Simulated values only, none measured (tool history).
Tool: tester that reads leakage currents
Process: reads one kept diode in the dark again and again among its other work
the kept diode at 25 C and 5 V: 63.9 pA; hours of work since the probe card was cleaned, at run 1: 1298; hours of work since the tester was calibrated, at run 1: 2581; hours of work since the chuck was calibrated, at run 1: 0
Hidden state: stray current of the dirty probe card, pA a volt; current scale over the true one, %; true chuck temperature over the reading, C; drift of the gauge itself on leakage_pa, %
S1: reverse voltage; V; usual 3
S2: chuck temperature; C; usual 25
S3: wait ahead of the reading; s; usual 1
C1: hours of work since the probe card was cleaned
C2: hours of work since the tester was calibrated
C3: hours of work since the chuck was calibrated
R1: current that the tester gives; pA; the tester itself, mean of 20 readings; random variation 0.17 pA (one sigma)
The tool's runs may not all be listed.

run    hour     S1  S2    S3    C1    C2    C3      R1
  1       0      3  25     1  1298  2581     0   52.89
  2   172.1      3  25     1  1385  2668    87   52.83
  3   392.5      3  25     1  1496  2779   198   52.84
  4   618.8      3  25     1  1610  2893   312   52.64
  5     822      3  25     1  1712  2995   414   52.87
  6   918.4      3  25     1  1760  3044   462   53.04
  7  1067.3      3  25     1  1835  3119   537   52.55
  8  1193.5      3  25     1  1899  3182   601   52.89
  9  1398.4  12.95  25     1  2002  3286   704   93.95
 10  1528.2  12.95  25     1  2067  3351   770   94.21
 11    1624  12.95  25     1  2116  3399   818   94.24
 12  1833.2  12.95  25     1  2221  3505   923   94.66
 13  1968.9      3  25  7.09  2289  3573   991   52.72
 14    2105      3  25  7.09  2358  3641  1060   52.47
 15    2242   2.78  46  0.52  2427  3710  1129  327.81
 16    2403      3  23     1  2508  3791  1210    43.4
 17  2504.3   2.25  23   0.5  2559  3842  1261   38.91
     2590.9  -- tester calibrated
     2610.5  -- probe card cleaned and baked
 18  2637.4   2.25  23   0.5    14    22  1326   38.82
 19  2782.3   2.25  23   0.5    87    95  1399   39.15
 20  2880.8    1.6  21  0.44   136   144  1448   28.28
 21  2995.6   1.15  20  0.62   194   202  1506   22.33
 22  3172.9   1.15  21  0.62   283   292  1595   24.77
     3188.6  -- chuck's temperature calibrated
 23  3382.6   1.15  21  0.62   388   396    98   24.53
 24  3512.1   8.49  21  0.62   453   461   163   54.61
 25  3696.4      3  25  2.27   546   554   256   52.39
 26  3893.2   7.05  37     1   645   653   355  219.98
 27  4016.5      3  56   4.1   707   715   417  757.36
 28  4143.1      3  51  1.72   771   779   481  507.44

4 ways to go on from here, each from the tool as it stands after run 28. What would each give?
  A  4334  2.92  47  7.14  867  875  577   ?
  B  4334  3.52  52  3.84  867  875  577   ?
  C  4334  4.38  54  1.72  867  875  577   ?
  D  4334  3.16  58  9.66  867  875  577   ?

run      R1
  A  364.81
  B   589.8
  C  746.59
  D  903.87
Without the tool's hidden state the same runs would have given:
run      R1
  A   364.5
  B  589.31
  C  745.99
  D  903.17
